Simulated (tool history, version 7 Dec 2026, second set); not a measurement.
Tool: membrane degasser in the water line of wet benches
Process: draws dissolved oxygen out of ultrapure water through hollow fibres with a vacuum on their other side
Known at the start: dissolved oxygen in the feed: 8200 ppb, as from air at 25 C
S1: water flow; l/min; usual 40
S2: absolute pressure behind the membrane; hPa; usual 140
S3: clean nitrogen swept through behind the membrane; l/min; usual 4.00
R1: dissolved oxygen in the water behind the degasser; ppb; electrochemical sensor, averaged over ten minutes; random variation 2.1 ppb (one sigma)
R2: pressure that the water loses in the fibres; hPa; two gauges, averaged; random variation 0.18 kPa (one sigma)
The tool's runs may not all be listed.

Run 1, day 0.000: usual settings. Result: R1 435.2 ppb, R2 668.2 hPa.
Run 2, day 4.967: usual settings. Result: R1 435.2 ppb, R2 668.2 hPa.
Run 3, day 9.838: usual settings. Result: R1 433.8 ppb, R2 669.0 hPa.
At day 14.979: seals of the vacuum lines changed.
Run 4, day 17.983: usual settings but S2 225 hPa. Result: R1 614.6 ppb, R2 667.3 hPa.
Run 5, day 25.754: usual settings but S2 225 hPa. Result: R1 609.5 ppb, R2 670.2 hPa.
Run 6, day 34.288: usual settings but S1 42 l/min. Result: R1 457.6 ppb, R2 707.2 hPa.
Run 7, day 41.242: usual settings but S1 42 l/min. Result: R1 462.3 ppb, R2 702.2 hPa.
Run 8, day 45.717: usual settings but S2 243 hPa. Result: R1 647.9 ppb, R2 672.6 hPa.
Run 9, day 49.754: usual settings. Result: R1 432.6 ppb, R2 667.8 hPa.
Run 10, day 53.317: usual settings. Result: R1 434.8 ppb, R2 673.3 hPa.
Run 11, day 60.579: usual settings but S2 109 hPa. Result: R1 369.5 ppb, R2 669.7 hPa.
Run 12, day 65.338: usual settings but S2 109 hPa. Result: R1 370.7 ppb, R2 670.2 hPa.
Run 13, day 73.654: usual settings but S2 109 hPa. Result: R1 369.9 ppb, R2 669.3 hPa.
Run 14, day 78.888: usual settings but S1 62 l/min. Result: R1 696.5 ppb, R2 1042.8 hPa.
Run 15, day 86.717: usual settings but S1 62 l/min. Result: R1 693.8 ppb, R2 1046.7 hPa.
Run 16, day 92.917: usual settings but S1 62 l/min. Result: R1 688.4 ppb, R2 1047.7 hPa.
Run 17, day 98.388: usual settings but S1 46 l/min, S2 102 hPa, S3 3.43 l/min. Result: R1 448.6 ppb, R2 773.5 hPa.
Run 18, day 104.600: usual settings but S1 46 l/min, S2 102 hPa, S3 3.43 l/min. Result: R1 449.2 ppb, R2 776.1 hPa.

Forecast run 19:
Run 19, day 109.633: usual settings but S1 27 l/min, S2 102 hPa, S3 7.93 l/min. Result: R1 ?, R2 ?.

{"run 19": {"R1": 168.0, "R2": 454.0}}
Without the tool's hidden state the same run would have given R1 160.7 ppb, R2 449.6 hPa.
